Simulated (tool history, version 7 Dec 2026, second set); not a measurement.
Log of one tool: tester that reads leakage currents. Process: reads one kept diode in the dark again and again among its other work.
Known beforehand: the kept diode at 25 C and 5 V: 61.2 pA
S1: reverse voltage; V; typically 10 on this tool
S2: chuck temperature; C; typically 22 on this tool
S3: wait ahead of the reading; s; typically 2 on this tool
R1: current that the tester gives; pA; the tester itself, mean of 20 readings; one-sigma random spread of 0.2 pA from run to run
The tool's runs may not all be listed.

Run 1, day 0: usual settings. Result: R1 59.87 pA.
Run 2, day 1.046: usual settings. Result: R1 60.01 pA.
Run 3, day 2: usual settings. Result: R1 60.17 pA.
Run 4, day 2.796: usual settings. Result: R1 60.15 pA.
Run 5, day 3.338: usual settings but S2 48 C. Result: R1 621 pA.
Run 6, day 4.392: usual settings but S1 13.6 V. Result: R1 69.94 pA.
Run 7, day 5.467: usual settings but S1 13.6 V. Result: R1 69.98 pA.
Run 8, day 6.642: usual settings but S1 13.6 V. Result: R1 70.12 pA.
Run 9, day 7.529: usual settings but S1 13.6 V, S2 49 C. Result: R1 779.39 pA.
Run 10, day 8.183: usual settings but S1 13.6 V, S2 49 C. Result: R1 781.74 pA.
Run 11, day 9.125: usual settings but S2 29 C. Result: R1 115.38 pA.
Run 12, day 9.742: usual settings but S2 29 C. Result: R1 114.74 pA.
Run 13, day 10.733: usual settings. Result: R1 59.85 pA.
Run 14, day 11.692: usual settings. Result: R1 59.64 pA.
Run 15, day 12.571: usual settings. Result: R1 59.59 pA.
Run 16, day 13.583: usual settings. Result: R1 60.02 pA.
Run 17, day 14.771: usual settings but S2 43 C. Result: R1 397.37 pA.
Run 18, day 15.479: usual settings but S2 29 C. Result: R1 114.2 pA.
Run 19, day 16.162: usual settings. Result: R1 59.66 pA.
Run 20, day 16.812: usual settings. Result: R1 59.67 pA.
Run 21, day 17.879: usual settings but S1 1.6 V, S3 1.03 s. Result: R1 23.87 pA.
Run 22, day 18.642: usual settings but S1 1.8 V, S2 21 C. Result: R1 22.94 pA.
Run 23, day 19.242: usual settings but S1 8.1 V, S2 54 C, S3 3.42 s. Result: R1 902.02 pA.
Run 24, day 20.083: usual settings but S1 8.1 V, S2 54 C, S3 3.42 s. Result: R1 904.64 pA.
Run 25, day 20.892: usual settings but S1 1.1 V, S2 26 C, S3 5.42 s. Result: R1 29.04 pA.
Run 26, day 21.983: usual settings but S2 42 C, S3 5.92 s. Result: R1 364.06 pA.
Run 27, day 22.954: usual settings but S1 1 V, S2 26 C, S3 0.58 s. Result: R1 28.19 pA.
Run 28, day 24.158: usual settings but S1 1 V, S2 26 C, S3 0.58 s. Result: R1 28.17 pA.
Run 29, day 25.1: usual settings but S3 6.1 s. Result: R1 58.69 pA.
At day 25.479: chuck's temperature calibrated.
Run 30, day 26.204: usual settings but S2 42 C, S3 1.3 s. Result: R1 419.88 pA.
Run 31, day 27.179: usual settings but S2 42 C, S3 1.3 s. Result: R1 418.58 pA.
Run 32, day 28.033: usual settings but S2 42 C, S3 1.3 s. Result: R1 420.42 pA.
Run 33, day 28.992: usual settings but S1 4.7 V, S3 0.31 s. Result: R1 50.09 pA.
Run 34, day 30.25: usual settings but S1 4.7 V, S3 0.31 s. Result: R1 49.84 pA.
Run 35, day 31.262: usual settings but S1 2.5 V, S3 4.44 s. Result: R1 34.5 pA.
Run 36, day 31.933: usual settings but S1 3.4 V, S2 45 C, S3 6.24 s. Result: R1 322.04 pA.
Run 37, day 32.679: usual settings but S1 3.4 V, S2 54 C, S3 0.42 s. Result: R1 678.06 pA.
Run 38, day 33.621: usual settings but S1 12 V, S2 25 C, S3 4.53 s. Result: R1 99.7 pA.
Run 39, day 34.721: usual settings but S1 12 V, S2 25 C, S3 4.53 s. Result: R1 98.83 pA.
Run 40, day 35.25: usual settings but S2 51 C. Result: R1 881.35 pA.

3 options for the next run, each taken on its own from the tool as it stands now. Forecast them:
Run A, day 36.017: usual settings but S1 1.8 V, S2 21 C, S3 4.33 s. Result: R1 ?.
Run B, day 36.017: usual settings but S2 51 C, S3 4.9 s. Result: R1 ?.
Run C, day 36.017: usual settings but S1 17.4 V, S2 37 C, S3 4.73 s. Result: R1 ?.

run      R1
  A   26.59
  B  879.23
  C  351.09
Without the tool's unlogged condition, the same runs would have read:
run      R1
  A   25.71
  B  874.16
  C  342.51
